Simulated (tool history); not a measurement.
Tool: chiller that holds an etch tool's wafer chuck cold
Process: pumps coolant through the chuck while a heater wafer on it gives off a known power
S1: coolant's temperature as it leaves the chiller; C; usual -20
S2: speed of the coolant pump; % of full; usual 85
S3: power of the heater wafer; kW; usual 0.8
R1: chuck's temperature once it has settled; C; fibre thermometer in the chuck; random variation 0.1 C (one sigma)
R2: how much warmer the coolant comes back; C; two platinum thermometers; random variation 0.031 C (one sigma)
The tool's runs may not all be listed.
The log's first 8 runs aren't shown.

{"run": 9, "hour": 397.1, "S1": -25, "S2": 85, "S3": 0.8, "R1": -15.7, "R2": 2.3}
{"run": 10, "hour": 464.2, "S1": -25, "S2": 85, "S3": 0.8, "R1": -15.4, "R2": 2.33}
{"run": 11, "hour": 496.1, "S1": -25, "S2": 85, "S3": 0.8, "R1": -15.6, "R2": 2.28}
{"run": 12, "hour": 525.7, "S1": -25, "S2": 85, "S3": 0.8, "R1": -15.5, "R2": 2.32}
{"hour": 536.5, "done": "coolant pump overhauled"}
{"run": 13, "hour": 567.1, "S1": -20, "S2": 85, "S3": 0.8, "R1": -10.3, "R2": 2.33}
{"run": 14, "hour": 596.8, "S1": -17, "S2": 85, "S3": 0.8, "R1": -7.4, "R2": 2.39}
{"hour": 644.3, "done": "coolant pump overhauled, once more"}
{"run": 15, "hour": 666.1, "S1": -17, "S2": 85, "S3": 0.8, "R1": -7.7, "R2": 2.26}
{"run": 16, "hour": 705.8, "S1": -17, "S2": 85, "S3": 0.8, "R1": -7.7, "R2": 2.27}
{"run": 17, "hour": 764.1, "S1": -20, "S2": 65, "S3": 0.712, "R1": -9.5, "R2": 2.63}
{"run": 18, "hour": 834.4, "S1": -20, "S2": 65, "S3": 0.712, "R1": -9.4, "R2": 2.66}
{"run": 19, "hour": 865.1, "S1": -20, "S2": 65, "S3": 0.712, "R1": -9.6, "R2": 2.66}
{"run": 20, "hour": 927.8, "S1": -29, "S2": 64, "S3": 0.712, "R1": -18, "R2": 2.7}
{"run": 21, "hour": 995.2, "S1": -23, "S2": 85, "S3": 0.723, "R1": -14.1, "R2": 2.06}

The next listed run, before its measurement:
{"run": 22, "hour": 1040.1, "S1": -23, "S2": 85, "S3": 0.723, "R1": "?", "R2": "?"}

{"run 22": {"R1": -14.2, "R2": 2.07}}
Without the tool's hidden state the same run would have given R1 -16.1 C, R2 2.06 C.

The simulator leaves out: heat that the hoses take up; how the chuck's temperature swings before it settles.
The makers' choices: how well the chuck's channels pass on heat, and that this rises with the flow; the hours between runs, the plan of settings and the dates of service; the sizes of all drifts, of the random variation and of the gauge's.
